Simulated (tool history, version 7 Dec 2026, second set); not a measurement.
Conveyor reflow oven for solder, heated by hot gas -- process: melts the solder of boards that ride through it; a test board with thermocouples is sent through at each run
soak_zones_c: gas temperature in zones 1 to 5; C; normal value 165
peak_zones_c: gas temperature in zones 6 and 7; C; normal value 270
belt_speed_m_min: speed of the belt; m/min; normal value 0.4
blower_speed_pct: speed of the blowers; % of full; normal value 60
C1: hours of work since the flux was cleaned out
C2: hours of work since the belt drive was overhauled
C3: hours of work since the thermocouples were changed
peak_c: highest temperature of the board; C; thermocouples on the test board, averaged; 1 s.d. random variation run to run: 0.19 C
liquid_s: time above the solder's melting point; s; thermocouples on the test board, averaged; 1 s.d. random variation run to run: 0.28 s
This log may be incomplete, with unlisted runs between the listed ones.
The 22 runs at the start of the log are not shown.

Run 23, day 10.125: usual settings but soak_zones_c 159 C, peak_zones_c 266 C, belt_speed_m_min 0.432 m/min, blower_speed_pct 88 % of full; C1 31; C2 140; C3 596. Result: peak_c 247.4 C, liquid_s 52.1 s.
Run 24, day 10.508: usual settings but peak_zones_c 279 C, belt_speed_m_min 0.407 m/min; C1 37; C2 145; C3 601. Result: peak_c 257.6 C, liquid_s 65.8 s.
Run 25, day 10.833: usual settings but soak_zones_c 169 C, peak_zones_c 266 C, belt_speed_m_min 0.354 m/min, blower_speed_pct 87 % of full; C1 41; C2 149; C3 605. Result: peak_c 255.1 C, liquid_s 78.7 s.
At day 11.196: flux residue cleaned out of gas plates and filters, once more.
Run 26, day 11.533: usual settings but peak_zones_c 263 C, belt_speed_m_min 0.343 m/min, blower_speed_pct 62 % of full; C1 4; C2 156; C3 612. Result: peak_c 251.7 C, liquid_s 76.1 s.
Run 27, day 11.85: usual settings but peak_zones_c 263 C, belt_speed_m_min 0.343 m/min, blower_speed_pct 62 % of full; C1 9; C2 160; C3 616. Result: peak_c 251.5 C, liquid_s 75.4 s.
Run 28, day 12.217: usual settings but soak_zones_c 155 C, peak_zones_c 266 C, belt_speed_m_min 0.393 m/min, blower_speed_pct 73 % of full; C1 14; C2 165; C3 621. Result: peak_c 250.4 C, liquid_s 60.3 s.
Run 29, day 12.808: usual settings but peak_zones_c 261 C, blower_speed_pct 80 % of full; C1 21; C2 173; C3 628. Result: peak_c 248 C, liquid_s 61.2 s.
Run 30, day 13.262: usual settings but peak_zones_c 261 C, blower_speed_pct 80 % of full; C1 27; C2 179; C3 635. Result: peak_c 248.2 C, liquid_s 61.1 s.

5 options for the next run, each taken on its own from the tool as it stands now. Forecast them:
Run A, day 13.717: usual settings but soak_zones_c 161 C, blower_speed_pct 59 % of full; C1 34; C2 185; C3 641. Result: peak_c ?, liquid_s ?.
Run B, day 13.717: usual settings but peak_zones_c 283 C, blower_speed_pct 80 % of full; C1 34; C2 185; C3 641. Result: peak_c ?, liquid_s ?.
Run C, day 13.717: usual settings but belt_speed_m_min 0.403 m/min, blower_speed_pct 57 % of full; C1 34; C2 185; C3 641. Result: peak_c ?, liquid_s ?.
Run D, day 13.717: usual settings but soak_zones_c 171 C, peak_zones_c 275 C, blower_speed_pct 54 % of full; C1 34; C2 185; C3 641. Result: peak_c ?, liquid_s ?.
Run E, day 13.717: usual settings but peak_zones_c 268 C, belt_speed_m_min 0.397 m/min, blower_speed_pct 80 % of full; C1 34; C2 185; C3 641. Result: peak_c ?, liquid_s ?.

run  peak_c  liquid_s
  A   251.6      61.2
  B   267.8      75.4
  C     252      61.9
  D   256.9        70
  E   254.8      67.2
Without the tool's unlogged condition, the same runs would have read:
run  peak_c  liquid_s
  A   250.4      60.2
  B   266.6      74.6
  C   250.8      60.8
  D   255.7        69
  E   253.6      66.3
